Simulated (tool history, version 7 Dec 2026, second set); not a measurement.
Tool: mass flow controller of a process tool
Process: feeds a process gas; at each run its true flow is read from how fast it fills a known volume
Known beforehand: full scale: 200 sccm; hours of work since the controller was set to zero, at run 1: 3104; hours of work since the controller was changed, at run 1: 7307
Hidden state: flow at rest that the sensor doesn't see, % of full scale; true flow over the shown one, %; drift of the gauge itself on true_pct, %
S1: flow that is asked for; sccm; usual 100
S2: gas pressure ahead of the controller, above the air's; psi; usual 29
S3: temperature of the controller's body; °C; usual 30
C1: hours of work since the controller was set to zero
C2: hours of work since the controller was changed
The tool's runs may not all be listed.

{"run": 1, "hour": 0.0, "S1": 100, "S2": 29, "S3": 30, "C1": 3104, "C2": 7307, "true flow (%)": 95.92}
{"run": 2, "hour": 282.9, "S1": 100, "S2": 29, "S3": 30, "C1": 3204, "C2": 7407, "true flow (%)": 95.74}
{"run": 3, "hour": 792.1, "S1": 100, "S2": 29, "S3": 30, "C1": 3383, "C2": 7587, "true flow (%)": 95.69}
{"run": 4, "hour": 1307.4, "S1": 100, "S2": 29, "S3": 30, "C1": 3565, "C2": 7769, "true flow (%)": 95.63}
{"run": 5, "hour": 1819.3, "S1": 100, "S2": 29, "S3": 30, "C1": 3746, "C2": 7949, "true flow (%)": 95.47}
{"run": 6, "hour": 2186.8, "S1": 100, "S2": 29, "S3": 30, "C1": 3876, "C2": 8079, "true flow (%)": 95.34}
{"run": 7, "hour": 2577.5, "S1": 100, "S2": 29, "S3": 30, "C1": 4013, "C2": 8217, "true flow (%)": 95.27}
{"hour": 2829.0, "done": "controller's zero set anew"}
{"run": 8, "hour": 2916.2, "S1": 41, "S2": 29, "S3": 30, "C1": 31, "C2": 8336, "true flow (%)": 96.53}
{"run": 9, "hour": 3428.9, "S1": 41, "S2": 29, "S3": 30, "C1": 212, "C2": 8517, "true flow (%)": 96.27}
{"run": 10, "hour": 4005.1, "S1": 27, "S2": 29, "S3": 30, "C1": 415, "C2": 8721, "true flow (%)": 95.87}
{"run": 11, "hour": 4462.2, "S1": 27, "S2": 29, "S3": 30, "C1": 576, "C2": 8882, "true flow (%)": 95.45}
{"run": 12, "hour": 4820.5, "S1": 27, "S2": 29, "S3": 30, "C1": 703, "C2": 9009, "true flow (%)": 95.24}
{"run": 13, "hour": 5252.4, "S1": 100, "S2": 29, "S3": 27, "C1": 855, "C2": 9161, "true flow (%)": 96.73}
{"run": 14, "hour": 5670.7, "S1": 100, "S2": 29, "S3": 27, "C1": 1003, "C2": 9309, "true flow (%)": 96.56}
{"run": 15, "hour": 6187.9, "S1": 100, "S2": 29, "S3": 27, "C1": 1186, "C2": 9491, "true flow (%)": 96.5}
{"run": 16, "hour": 6666.8, "S1": 27, "S2": 24.2, "S3": 30, "C1": 1355, "C2": 9660, "true flow (%)": 94.06}
{"run": 17, "hour": 7014.9, "S1": 173, "S2": 37.1, "S3": 25, "C1": 1477, "C2": 9783, "true flow (%)": 97.48}
{"run": 18, "hour": 7559.8, "S1": 20, "S2": 21.3, "S3": 23, "C1": 1670, "C2": 9976, "true flow (%)": 93.17}
{"run": 19, "hour": 7884.0, "S1": 37, "S2": 21.2, "S3": 23, "C1": 1784, "C2": 10090, "true flow (%)": 94.78}
{"run": 20, "hour": 8376.2, "S1": 63, "S2": 39.3, "S3": 39, "C1": 1958, "C2": 10264, "true flow (%)": 94.28}
{"run": 21, "hour": 8913.8, "S1": 121, "S2": 29, "S3": 22, "C1": 2148, "C2": 10453, "true flow (%)": 96.61}

What will run 22 give?
{"run": 22, "hour": 9322.1, "S1": 43, "S2": 33.4, "S3": 35, "C1": 2292, "C2": 10598, "true flow (%)": "?"}

Run 22 yielded true flow (%) 93.59.
Were there no unlogged condition in the tool, this run, its random variation unchanged, would have produced true flow (%) 98.29.

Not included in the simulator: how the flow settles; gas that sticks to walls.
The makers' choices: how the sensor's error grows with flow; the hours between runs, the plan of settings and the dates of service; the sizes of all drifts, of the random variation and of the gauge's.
